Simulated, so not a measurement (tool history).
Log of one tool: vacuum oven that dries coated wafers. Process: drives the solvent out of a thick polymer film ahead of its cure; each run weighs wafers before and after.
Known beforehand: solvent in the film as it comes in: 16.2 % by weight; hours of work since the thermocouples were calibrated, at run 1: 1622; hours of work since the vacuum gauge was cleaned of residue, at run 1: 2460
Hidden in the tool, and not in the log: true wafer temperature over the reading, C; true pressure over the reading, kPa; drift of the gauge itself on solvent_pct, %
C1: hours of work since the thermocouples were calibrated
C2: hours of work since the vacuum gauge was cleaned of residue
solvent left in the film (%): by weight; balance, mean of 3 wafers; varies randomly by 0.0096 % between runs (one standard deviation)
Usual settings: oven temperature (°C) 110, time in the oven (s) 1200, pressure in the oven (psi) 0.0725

run 1 hour=0.0 | oven_temperature_(°C)=110 time_in_the_oven_(s)=1200 pressure_in_the_oven_(psi)=0.0725 | C1=1622 C2=2460 | solvent_left_in_the_film_(%)=1.201
run 2 hour=65.5 | oven_temperature_(°C)=110 time_in_the_oven_(s)=1200 pressure_in_the_oven_(psi)=0.2106 | C1=1659 C2=2497 | solvent_left_in_the_film_(%)=1.350
-- hour=92.7 oven's thermocouples calibrated
-- hour=120.0 vacuum gauge cleaned of residue and calibrated
run 3 hour=121.4 | oven_temperature_(°C)=110 time_in_the_oven_(s)=1200 pressure_in_the_oven_(psi)=0.2106 | C1=15 C2=1 | solvent_left_in_the_film_(%)=1.366
run 4 hour=186.9 | oven_temperature_(°C)=110 time_in_the_oven_(s)=1200 pressure_in_the_oven_(psi)=0.0725 | C1=52 C2=38 | solvent_left_in_the_film_(%)=1.175
run 5 hour=294.6 | oven_temperature_(°C)=110 time_in_the_oven_(s)=1200 pressure_in_the_oven_(psi)=0.0725 | C1=113 C2=98 | solvent_left_in_the_film_(%)=1.209
run 6 hour=398.0 | oven_temperature_(°C)=110 time_in_the_oven_(s)=1200 pressure_in_the_oven_(psi)=0.0725 | C1=171 C2=156 | solvent_left_in_the_film_(%)=1.205
run 7 hour=496.5 | oven_temperature_(°C)=110 time_in_the_oven_(s)=1200 pressure_in_the_oven_(psi)=0.0725 | C1=226 C2=212 | solvent_left_in_the_film_(%)=1.203
run 8 hour=602.3 | oven_temperature_(°C)=110 time_in_the_oven_(s)=1200 pressure_in_the_oven_(psi)=0.0725 | C1=286 C2=271 | solvent_left_in_the_film_(%)=1.204
run 9 hour=685.3 | oven_temperature_(°C)=110 time_in_the_oven_(s)=1200 pressure_in_the_oven_(psi)=0.0725 | C1=333 C2=318 | solvent_left_in_the_film_(%)=1.203
run 10 hour=747.4 | oven_temperature_(°C)=110 time_in_the_oven_(s)=1200 pressure_in_the_oven_(psi)=0.0725 | C1=367 C2=353 | solvent_left_in_the_film_(%)=1.206
run 11 hour=830.8 | oven_temperature_(°C)=110 time_in_the_oven_(s)=1200 pressure_in_the_oven_(psi)=0.0725 | C1=414 C2=400 | solvent_left_in_the_film_(%)=1.189
run 12 hour=915.0 | oven_temperature_(°C)=99 time_in_the_oven_(s)=1200 pressure_in_the_oven_(psi)=0.0725 | C1=462 C2=447 | solvent_left_in_the_film_(%)=3.628
run 13 hour=975.7 | oven_temperature_(°C)=99 time_in_the_oven_(s)=1200 pressure_in_the_oven_(psi)=0.0725 | C1=496 C2=481 | solvent_left_in_the_film_(%)=3.624
run 14 hour=1057.2 | oven_temperature_(°C)=110 time_in_the_oven_(s)=1200 pressure_in_the_oven_(psi)=0.1281 | C1=542 C2=527 | solvent_left_in_the_film_(%)=1.283
run 15 hour=1103.5 | oven_temperature_(°C)=110 time_in_the_oven_(s)=1200 pressure_in_the_oven_(psi)=0.1635 | C1=568 C2=553 | solvent_left_in_the_film_(%)=1.317
run 16 hour=1185.8 | oven_temperature_(°C)=113 time_in_the_oven_(s)=1200 pressure_in_the_oven_(psi)=0.0725 | C1=614 C2=600 | solvent_left_in_the_film_(%)=0.790
run 17 hour=1262.3 | oven_temperature_(°C)=113 time_in_the_oven_(s)=1200 pressure_in_the_oven_(psi)=0.0725 | C1=657 C2=643 | solvent_left_in_the_film_(%)=0.798
run 18 hour=1341.3 | oven_temperature_(°C)=113 time_in_the_oven_(s)=1200 pressure_in_the_oven_(psi)=0.0725 | C1=702 C2=687 | solvent_left_in_the_film_(%)=0.793
run 19 hour=1387.3 | oven_temperature_(°C)=113 time_in_the_oven_(s)=1200 pressure_in_the_oven_(psi)=0.0725 | C1=727 C2=713 | solvent_left_in_the_film_(%)=0.796
run 20 hour=1491.9 | oven_temperature_(°C)=113 time_in_the_oven_(s)=1200 pressure_in_the_oven_(psi)=0.0725 | C1=786 C2=772 | solvent_left_in_the_film_(%)=0.800
run 21 hour=1566.3 | oven_temperature_(°C)=113 time_in_the_oven_(s)=1200 pressure_in_the_oven_(psi)=0.0725 | C1=828 C2=814 | solvent_left_in_the_film_(%)=0.800
run 22 hour=1661.5 | oven_temperature_(°C)=110 time_in_the_oven_(s)=1200 pressure_in_the_oven_(psi)=0.0725 | C1=882 C2=867 | solvent_left_in_the_film_(%)=1.210
run 23 hour=1734.1 | oven_temperature_(°C)=100 time_in_the_oven_(s)=1200 pressure_in_the_oven_(psi)=0.0725 | C1=923 C2=908 | solvent_left_in_the_film_(%)=3.367
run 24 hour=1840.2 | oven_temperature_(°C)=100 time_in_the_oven_(s)=1200 pressure_in_the_oven_(psi)=0.0725 | C1=982 C2=968 | solvent_left_in_the_film_(%)=3.371
run 25 hour=1919.8 | oven_temperature_(°C)=100 time_in_the_oven_(s)=1200 pressure_in_the_oven_(psi)=0.0725 | C1=1027 C2=1012 | solvent_left_in_the_film_(%)=3.362
run 26 hour=1999.8 | oven_temperature_(°C)=100 time_in_the_oven_(s)=1200 pressure_in_the_oven_(psi)=0.0725 | C1=1072 C2=1057 | solvent_left_in_the_film_(%)=3.346
run 27 hour=2080.8 | oven_temperature_(°C)=103 time_in_the_oven_(s)=1800 pressure_in_the_oven_(psi)=0.2833 | C1=1118 C2=1103 | solvent_left_in_the_film_(%)=1.499
run 28 hour=2140.5 | oven_temperature_(°C)=103 time_in_the_oven_(s)=1800 pressure_in_the_oven_(psi)=0.2833 | C1=1151 C2=1137 | solvent_left_in_the_film_(%)=1.497
run 29 hour=2238.2 | oven_temperature_(°C)=114 time_in_the_oven_(s)=1800 pressure_in_the_oven_(psi)=0.2833 | C1=1206 C2=1192 | solvent_left_in_the_film_(%)=0.436
run 30 hour=2323.6 | oven_temperature_(°C)=107 time_in_the_oven_(s)=1920 pressure_in_the_oven_(psi)=0.2118 | C1=1254 C2=1240 | solvent_left_in_the_film_(%)=0.752
run 31 hour=2423.6 | oven_temperature_(°C)=120 time_in_the_oven_(s)=1920 pressure_in_the_oven_(psi)=0.2118 | C1=1310 C2=1296 | solvent_left_in_the_film_(%)=0.200
run 32 hour=2471.2 | oven_temperature_(°C)=120 time_in_the_oven_(s)=1920 pressure_in_the_oven_(psi)=0.2118 | C1=1337 C2=1323 | solvent_left_in_the_film_(%)=0.199
run 33 hour=2575.2 | oven_temperature_(°C)=108 time_in_the_oven_(s)=840 pressure_in_the_oven_(psi)=0.0461 | C1=1396 C2=1381 | solvent_left_in_the_film_(%)=2.852
run 34 hour=2630.5 | oven_temperature_(°C)=113 time_in_the_oven_(s)=2160 pressure_in_the_oven_(psi)=0.2558 | C1=1427 C2=1412 | solvent_left_in_the_film_(%)=0.345
run 35 hour=2689.6 | oven_temperature_(°C)=110 time_in_the_oven_(s)=1200 pressure_in_the_oven_(psi)=0.1391 | C1=1460 C2=1446 | solvent_left_in_the_film_(%)=1.264
run 36 hour=2757.5 | oven_temperature_(°C)=110 time_in_the_oven_(s)=1200 pressure_in_the_oven_(psi)=0.1391 | C1=1498 C2=1484 | solvent_left_in_the_film_(%)=1.290
run 37 hour=2830.0 | oven_temperature_(°C)=110 time_in_the_oven_(s)=1680 pressure_in_the_oven_(psi)=0.1391 | C1=1539 C2=1524 | solvent_left_in_the_film_(%)=0.576
run 38 hour=2910.9 | oven_temperature_(°C)=104 time_in_the_oven_(s)=1140 pressure_in_the_oven_(psi)=0.0725 | C1=1585 C2=1570 | solvent_left_in_the_film_(%)=2.540
run 39 hour=2985.4 | oven_temperature_(°C)=104 time_in_the_oven_(s)=1140 pressure_in_the_oven_(psi)=0.0725 | C1=1626 C2=1612 | solvent_left_in_the_film_(%)=2.569
-- hour=3064.8 oven's thermocouples calibrated
run 40 hour=3095.3 | oven_temperature_(°C)=104 time_in_the_oven_(s)=1140 pressure_in_the_oven_(psi)=0.0725 | C1=17 C2=1673 | solvent_left_in_the_film_(%)=2.567
run 41 hour=3156.2 | oven_temperature_(°C)=114 time_in_the_oven_(s)=1740 pressure_in_the_oven_(psi)=0.0582 | C1=51 C2=1707 | solvent_left_in_the_film_(%)=0.213
run 42 hour=3253.7 | oven_temperature_(°C)=114 time_in_the_oven_(s)=1740 pressure_in_the_oven_(psi)=0.0582 | C1=106 C2=1762 | solvent_left_in_the_film_(%)=0.228
run 43 hour=3354.7 | oven_temperature_(°C)=97 time_in_the_oven_(s)=1740 pressure_in_the_oven_(psi)=0.0582 | C1=163 C2=1819 | solvent_left_in_the_film_(%)=2.501
run 44 hour=3398.8 | oven_temperature_(°C)=97 time_in_the_oven_(s)=1740 pressure_in_the_oven_(psi)=0.0582 | C1=188 C2=1843 | solvent_left_in_the_film_(%)=2.514
run 45 hour=3450.6 | oven_temperature_(°C)=97 time_in_the_oven_(s)=1740 pressure_in_the_oven_(psi)=0.0582 | C1=217 C2=1872 | solvent_left_in_the_film_(%)=2.507
run 46 hour=3534.3 | oven_temperature_(°C)=113 time_in_the_oven_(s)=1080 pressure_in_the_oven_(psi)=0.0569 | C1=264 C2=1920 | solvent_left_in_the_film_(%)=1.034

Forecast each of these 5 alternatives for the next run:
run A hour=3582.4 | oven_temperature_(°C)=96 time_in_the_oven_(s)=1080 pressure_in_the_oven_(psi)=0.0569 | C1=291 C2=1947 | solvent_left_in_the_film_(%)=?
run B hour=3582.4 | oven_temperature_(°C)=123 time_in_the_oven_(s)=1200 pressure_in_the_oven_(psi)=0.0725 | C1=291 C2=1947 | solvent_left_in_the_film_(%)=?
run C hour=3582.4 | oven_temperature_(°C)=115 time_in_the_oven_(s)=1200 pressure_in_the_oven_(psi)=0.0725 | C1=291 C2=1947 | solvent_left_in_the_film_(%)=?
run D hour=3582.4 | oven_temperature_(°C)=113 time_in_the_oven_(s)=1080 pressure_in_the_oven_(psi)=0.0509 | C1=291 C2=1947 | solvent_left_in_the_film_(%)=?
run E hour=3582.4 | oven_temperature_(°C)=124 time_in_the_oven_(s)=1080 pressure_in_the_oven_(psi)=0.0403 | C1=291 C2=1947 | solvent_left_in_the_film_(%)=?

run=A solvent_left_in_the_film_(%)=4.942
run=B solvent_left_in_the_film_(%)=0.142
run=C solvent_left_in_the_film_(%)=0.584
run=D solvent_left_in_the_film_(%)=1.024
run=E solvent_left_in_the_film_(%)=0.159
Had the tool no hidden state, the same runs would have come out as:
run=A solvent_left_in_the_film_(%)=4.940
run=B solvent_left_in_the_film_(%)=0.140
run=C solvent_left_in_the_film_(%)=0.582
run=D solvent_left_in_the_film_(%)=1.022
run=E solvent_left_in_the_film_(%)=0.157
